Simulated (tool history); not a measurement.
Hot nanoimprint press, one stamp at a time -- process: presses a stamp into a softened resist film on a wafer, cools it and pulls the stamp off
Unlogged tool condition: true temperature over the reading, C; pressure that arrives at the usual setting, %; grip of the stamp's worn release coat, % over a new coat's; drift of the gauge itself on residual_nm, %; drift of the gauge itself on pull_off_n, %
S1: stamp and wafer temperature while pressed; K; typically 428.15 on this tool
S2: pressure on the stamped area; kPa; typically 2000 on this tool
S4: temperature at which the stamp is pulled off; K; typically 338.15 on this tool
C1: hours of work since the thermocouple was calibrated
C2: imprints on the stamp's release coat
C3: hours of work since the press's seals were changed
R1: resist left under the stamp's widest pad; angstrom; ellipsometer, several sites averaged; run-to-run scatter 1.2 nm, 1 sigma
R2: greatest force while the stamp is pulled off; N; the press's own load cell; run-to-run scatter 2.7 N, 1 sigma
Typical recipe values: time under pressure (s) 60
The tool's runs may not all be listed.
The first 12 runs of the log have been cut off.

{"run": 13, "hour": 344.0, "S1": 428.15, "S2": 2000, "time under pressure (s)": 60, "S4": 338.15, "C1": 133, "C2": 82, "C3": 322, "R1": 1886, "R2": 123}
{"run": 14, "hour": 381.0, "S1": 428.15, "S2": 2000, "time under pressure (s)": 60, "S4": 338.15, "C1": 154, "C2": 183, "C3": 343, "R1": 1867, "R2": 128}
{"run": 15, "hour": 399.5, "S1": 428.15, "S2": 2000, "time under pressure (s)": 60, "S4": 338.15, "C1": 164, "C2": 234, "C3": 353, "R1": 1901, "R2": 131}
{"run": 16, "hour": 420.1, "S1": 428.15, "S2": 2000, "time under pressure (s)": 55, "S4": 338.15, "C1": 175, "C2": 290, "C3": 364, "R1": 1940, "R2": 134}
{"run": 17, "hour": 440.2, "S1": 428.15, "S2": 2000, "time under pressure (s)": 86, "S4": 338.15, "C1": 187, "C2": 345, "C3": 375, "R1": 1667, "R2": 133}
{"run": 18, "hour": 458.5, "S1": 428.15, "S2": 2760, "time under pressure (s)": 49, "S4": 344.15, "C1": 197, "C2": 395, "C3": 385, "R1": 1799, "R2": 125}
{"run": 19, "hour": 474.3, "S1": 428.15, "S2": 2760, "time under pressure (s)": 49, "S4": 344.15, "C1": 205, "C2": 439, "C3": 394, "R1": 1807, "R2": 130}
{"run": 20, "hour": 497.4, "S1": 428.15, "S2": 2760, "time under pressure (s)": 32, "S4": 344.15, "C1": 218, "C2": 502, "C3": 407, "R1": 2066, "R2": 126}
{"run": 21, "hour": 515.0, "S1": 428.15, "S2": 2760, "time under pressure (s)": 32, "S4": 344.15, "C1": 228, "C2": 550, "C3": 417, "R1": 2093, "R2": 127}
{"run": 22, "hour": 547.1, "S1": 428.15, "S2": 2210, "time under pressure (s)": 32, "S4": 344.15, "C1": 246, "C2": 638, "C3": 434, "R1": 2230, "R2": 130}
{"run": 23, "hour": 576.2, "S1": 428.15, "S2": 2210, "time under pressure (s)": 32, "S4": 344.15, "C1": 262, "C2": 718, "C3": 450, "R1": 2250, "R2": 136}
{"run": 24, "hour": 595.0, "S1": 428.15, "S2": 2000, "time under pressure (s)": 60, "S4": 334.15, "C1": 272, "C2": 769, "C3": 461, "R1": 1929, "R2": 143}
{"run": 25, "hour": 621.2, "S1": 426.15, "S2": 2000, "time under pressure (s)": 60, "S4": 328.15, "C1": 287, "C2": 841, "C3": 475, "R1": 2101, "R2": 163}
{"run": 26, "hour": 639.7, "S1": 427.15, "S2": 1340, "time under pressure (s)": 60, "S4": 338.15, "C1": 297, "C2": 892, "C3": 485, "R1": 2332, "R2": 143}
{"hour": 666.1, "done": "stamp cleaned and given a new release coat"}
{"run": 27, "hour": 666.7, "S1": 428.15, "S2": 1340, "time under pressure (s)": 60, "S4": 338.15, "C1": 308, "C2": 1, "C3": 497, "R1": 2250, "R2": 120}
{"run": 28, "hour": 685.4, "S1": 428.15, "S2": 1500, "time under pressure (s)": 86, "S4": 338.15, "C1": 319, "C2": 52, "C3": 507, "R1": 1943, "R2": 129}
{"run": 29, "hour": 709.6, "S1": 428.15, "S2": 1500, "time under pressure (s)": 86, "S4": 338.15, "C1": 332, "C2": 119, "C3": 521, "R1": 1942, "R2": 125}
{"run": 30, "hour": 737.5, "S1": 436.15, "S2": 1510, "time under pressure (s)": 58, "S4": 338.15, "C1": 347, "C2": 195, "C3": 536, "R1": 1583, "R2": 124}

What if the next run were any one of these 3? Each begins from the tool's condition after run 30:
{"run": "A", "hour": 771.7, "S1": 434.15, "S2": 3000, "time under pressure (s)": 55, "S4": 338.15, "C1": 366, "C2": 289, "C3": 555, "R1": "?", "R2": "?"}
{"run": "B", "hour": 771.7, "S1": 422.15, "S2": 3180, "time under pressure (s)": 81, "S4": 338.15, "C1": 366, "C2": 289, "C3": 555, "R1": "?", "R2": "?"}
{"run": "C", "hour": 771.7, "S1": 419.15, "S2": 2970, "time under pressure (s)": 60, "S4": 338.15, "C1": 366, "C2": 289, "C3": 555, "R1": "?", "R2": "?"}

run=A R1=1288 R2=128
run=B R1=1956 R2=130
run=C R1=2491 R2=128
With the hidden condition removed and each run's random variation left untouched, the same runs would have given:
run=A R1=1159 R2=120
run=B R1=1759 R2=122
run=C R1=2291 R2=120
